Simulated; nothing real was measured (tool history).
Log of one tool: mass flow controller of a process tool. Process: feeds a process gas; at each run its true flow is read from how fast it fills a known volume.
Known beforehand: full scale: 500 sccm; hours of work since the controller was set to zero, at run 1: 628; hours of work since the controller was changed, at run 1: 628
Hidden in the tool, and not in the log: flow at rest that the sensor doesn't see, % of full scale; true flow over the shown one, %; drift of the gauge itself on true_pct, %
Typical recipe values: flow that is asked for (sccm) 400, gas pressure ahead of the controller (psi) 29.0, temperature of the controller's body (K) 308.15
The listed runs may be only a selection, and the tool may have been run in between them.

run,hour,flow that is asked for (sccm),gas pressure ahead of the controller (psi),temperature of the controller's body (K),hours of work since the controller was set to zero,hours of work since the controller was changed,true flow (%)
1,0.0,400,29.0,308.15,628,628,98.39
2,80.4,400,29.0,308.15,661,661,98.44
3,147.4,400,29.0,308.15,687,687,98.36
4,226.4,400,29.0,294.15,719,719,100.12
5,307.6,400,29.0,308.15,751,751,98.32
6,365.2,400,29.0,308.15,774,774,98.54
7,437.2,400,29.0,308.15,803,803,98.36
8,502.9,400,31.5,308.15,829,829,98.52
9,546.5,400,21.2,308.15,847,847,98.19
10,612.7,400,21.2,308.15,873,873,98.26
11,663.7,71,29.0,308.15,894,894,96.41
12,741.9,400,37.3,308.15,925,925,98.56
13,801.1,400,37.3,308.15,948,948,98.71
14,854.7,400,29.0,307.15,970,970,98.54
15,909.7,400,29.0,308.15,992,992,98.34
16,950.5,400,39.2,308.15,1008,1008,98.81
17,989.2,400,39.2,308.15,1024,1024,98.77
18,1054.0,400,39.2,308.15,1049,1049,98.80
19,1129.9,400,39.2,308.15,1080,1080,98.62
20,1199.2,400,39.2,308.15,1107,1107,98.70
21,1279.6,400,39.2,308.15,1140,1140,98.78
22,1313.8,400,29.0,308.15,1153,1153,98.37
23,1361.2,400,29.0,308.15,1172,1172,98.50
24,1402.3,245,29.0,301.15,1189,1189,98.55
25,1471.1,93,31.0,295.15,1216,1216,98.11
26,1545.1,93,31.0,295.15,1246,1246,98.10
27,1578.9,54,31.0,299.15,1259,1259,96.71
28,1613.2,460,20.3,295.15,1273,1273,99.95
29,1686.9,400,38.4,308.15,1302,1302,98.69
30,1732.1,400,38.4,308.15,1320,1320,98.68
31,1792.5,377,38.4,308.15,1344,1344,98.65
32,1836.1,93,38.4,308.15,1362,1362,96.69
33,1887.7,140,35.7,308.15,1382,1382,97.15
34,1942.4,140,35.7,301.15,1404,1404,98.00
35,2019.7,140,35.7,308.15,1435,1435,97.16
36,2100.5,151,30.9,297.15,1467,1467,98.42
37,2136.2,166,33.4,304.15,1482,1482,97.87
38,2184.9,92,40.3,310.15,1501,1501,96.57
39,2227.2,71,24.7,293.15,1518,1518,97.57
40,2302.8,173,20.6,298.15,1548,1548,98.05
41,2359.6,69,27.1,302.15,1571,1571,96.42
42,2409.0,95,36.0,310.15,1591,1591,96.27
43,2445.3,95,36.0,310.15,1605,1605,96.26
44,2501.3,95,36.0,310.15,1628,1628,96.31
45,2556.6,95,36.0,294.15,1650,1650,98.22
46,2620.4,158,29.0,307.15,1675,1675,97.25

Some steps in true flow (%) between neighbouring runs. How much of each would the tool show without its hidden state too (settings, what came in, random variation), and how much is left for the hidden state, with any gauge scatter that isn't in both results?
Run 11 -> 12: flow that is asked for (sccm) 71 -> 400, gas pressure ahead of the controller (psi) 29.0 -> 37.3. true flow (%) +2.15: hidden state +0.78, all else +1.37.
Run 27 -> 28: flow that is asked for (sccm) 54 -> 460, gas pressure ahead of the controller (psi) 31.0 -> 20.3, temperature of the controller's body (K) 299.15 -> 295.15. true flow (%) +3.24: hidden state +1.56, all else +1.68.
Run 31 -> 32: flow that is asked for (sccm) 377 -> 93. true flow (%) -1.96: hidden state -0.82, all else -1.14.
Run 39 -> 40: flow that is asked for (sccm) 71 -> 173, gas pressure ahead of the controller (psi) 24.7 -> 20.6, temperature of the controller's body (K) 293.15 -> 298.15. true flow (%) +0.48: hidden state +0.94, all else -0.46.
Run 40 -> 41: flow that is asked for (sccm) 173 -> 69, gas pressure ahead of the controller (psi) 20.6 -> 27.1, temperature of the controller's body (K) 298.15 -> 302.15. true flow (%) -1.63: hidden state -1.03, all else -0.60.

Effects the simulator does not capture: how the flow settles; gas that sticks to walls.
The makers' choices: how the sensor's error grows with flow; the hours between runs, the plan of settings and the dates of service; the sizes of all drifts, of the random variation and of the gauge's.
